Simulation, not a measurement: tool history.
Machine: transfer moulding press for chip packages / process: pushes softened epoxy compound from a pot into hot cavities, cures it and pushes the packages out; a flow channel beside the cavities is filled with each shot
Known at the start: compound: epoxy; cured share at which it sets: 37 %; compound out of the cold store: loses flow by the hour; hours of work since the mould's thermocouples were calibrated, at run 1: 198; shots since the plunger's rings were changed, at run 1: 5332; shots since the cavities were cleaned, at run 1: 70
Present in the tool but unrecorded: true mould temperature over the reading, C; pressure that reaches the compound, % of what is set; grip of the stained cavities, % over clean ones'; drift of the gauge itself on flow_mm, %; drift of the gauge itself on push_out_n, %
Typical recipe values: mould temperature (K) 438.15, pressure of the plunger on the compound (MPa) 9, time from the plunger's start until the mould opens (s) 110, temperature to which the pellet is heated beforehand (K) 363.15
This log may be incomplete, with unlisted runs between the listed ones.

run   hour  mould temperature (K)  pressure of the plunger on the compound (MPa)  time from the plunger's start until the mould opens (s)  temperature to which the pellet is heated beforehand (K)  hours of work since the mould's thermocouples were calibrated  shots since the plunger's rings were changed  shots since the cavities were cleaned  incoming compound's hours out of the cold store  length that the compound runs in the flow channel (mm)  greatest force on the pins that push the packages out (N)
  1      0                 438.15                                              9                                                      110                                                    363.15                                                            198                                          5332                                     70                                             15.9                                                     465                                                        372
  2   14.4                 438.15                                              9                                                      110                                                    363.15                                                            208                                          5498                                    236                                             11.9                                                     472                                                        409
  3   27.5                 438.15                                              9                                                      110                                                    363.15                                                            217                                          5650                                    388                                             31.6                                                     431                                                        458
  4   45.8                 438.15                                              9                                                      110                                                    363.15                                                            229                                          5862                                    600                                             15.1                                                     458                                                        478
  5   60.2                 438.15                                              9                                                      110                                                    363.15                                                            239                                          6029                                    767                                             41.1                                                     412                                                        503
      66.7  -- plunger's sealing rings changed
      72.4  -- cavities cleaned with cleaning compound and waxed
  6   80.7                 438.15                                              9                                                      110                                                    363.15                                                            250                                           144                                     96                                             20.3                                                     515                                                        378
  7   99.2                 438.15                                              9                                                      110                                                    363.15                                                            263                                           358                                    310                                             21.7                                                     506                                                        438
  8  118.9                 438.15                                              9                                                      110                                                    363.15                                                            276                                           586                                    538                                             45.6                                                     462                                                        472
  9  127.7                 438.15                                              9                                                      110                                                    363.15                                                            282                                           688                                    640                                              9.6                                                     533                                                        493
 10  140.3                 438.15                                              9                                                      110                                                    363.15                                                            291                                           834                                    786                                             40.3                                                     468                                                        479
     147.6  -- cavities cleaned with cleaning compound and waxed
 11  158.8                 438.15                                              9                                                      110                                                    363.15                                                            302                                          1031                                    130                                             11.1                                                     520                                                        406
 12  175.2                 438.15                                              9                                                      110                                                    363.15                                                            313                                          1221                                    320                                             11.2                                                     514                                                        457
 13  194.5                 438.15                                              9                                                       98                                                    363.15                                                            327                                          1444                                    543                                             19.6                                                     503                                                        582
 14  207.4                 438.15                                              9                                                       98                                                    363.15                                                            335                                          1593                                    692                                             22.4                                                     491                                                        598
     223.4  -- cavities cleaned with cleaning compound and waxed
 15  229.6                 438.15                                              9                                                      110                                                    363.15                                                            349                                          1832                                     71                                             31.3                                                     475                                                        350
 16  239.8                 438.15                                              9                                                      110                                                    363.15                                                            356                                          1951                                    190                                               43                                                     447                                                        395
 17  257.2                 438.15                                              9                                                      110                                                    363.15                                                            368                                          2152                                    391                                             32.6                                                     471                                                        453
 18  266.8                 445.15                                              9                                                      110                                                    368.15                                                            375                                          2264                                    503                                             23.1                                                     463                                                        398
 19  285.6                 445.15                                              9                                                      110                                                    368.15                                                            387                                          2480                                    719                                             21.5                                                     462                                                        389
     298.7  -- cavities cleaned with cleaning compound and waxed
 20  302.7                 445.15                                              9                                                      110                                                    368.15                                                            398                                          2661                                     46                                              9.3                                                     490                                                        284
 21  316.7                 435.15                                              9                                                       97                                                    356.15                                                            407                                          2823                                    208                                             15.4                                                     503                                                        689
 22  332.2                 433.15                                              9                                                      110                                                    359.15                                                            418                                          3002                                    387                                             35.8                                                     466                                                        610
 23  347.6                 445.15                                           8.53                                                      111                                                    367.15                                                            428                                          3180                                    565                                             40.5                                                     416                                                        394
 24  364.7                 438.15                                           7.97                                                      111                                                    360.15                                                            440                                          3379                                    764                                             41.9                                                     405                                                        491
     374.9  -- cavities cleaned with cleaning compound and waxed
 25    380                 434.15                                           8.74                                                      110                                                    363.15                                                            449                                          3538                                     58                                             47.9                                                     425                                                        429
 26    395                 434.15                                           8.74                                                      104                                                    355.15                                                            460                                          3712                                    232                                             24.7                                                     469                                                        607
 27  405.8                 434.15                                           8.74                                                      104                                                    355.15                                                            467                                          3837                                    357                                             18.2                                                     482                                                        671
 28  423.9                 444.15                                          10.49                                                       92                                                    358.15                                                            479                                          4046                                    566                                             25.5                                                     481                                                        438
 29  433.5                 444.15                                          10.49                                                       92                                                    367.15                                                            486                                          4158                                    678                                             22.6                                                     485                                                        454

Each row is a separate what-if for the run after 29, all from the same tool condition, not one after another. Results?
     450.2  -- cavities cleaned with cleaning compound and waxed
  A  453.3                 438.15                                          10.49                                                      102                                                    364.15                                                            498                                          4369                                     36                                             27.3                                                       ?                                                          ?
     450.2  -- cavities cleaned with cleaning compound and waxed
  B  453.3                 445.15                                              9                                                      110                                                    363.15                                                            498                                          4369                                     36                                               10                                                       ?                                                          ?
     450.2  -- cavities cleaned with cleaning compound and waxed
  C  453.3                 446.15                                              9                                                      110                                                    363.15                                                            498                                          4369                                     36                                             38.3                                                       ?                                                          ?

run  length that the compound runs in the flow channel (mm)  greatest force on the pins that push the packages out (N)
  A                                                     482                                                        378
  B                                                     471                                                        298
  C                                                     413                                                        285
Stripped of hidden state, with their random variation kept, the same runs would have yielded:
run  length that the compound runs in the flow channel (mm)  greatest force on the pins that push the packages out (N)
  A                                                     534                                                        357
  B                                                     520                                                        276
  C                                                     456                                                        263
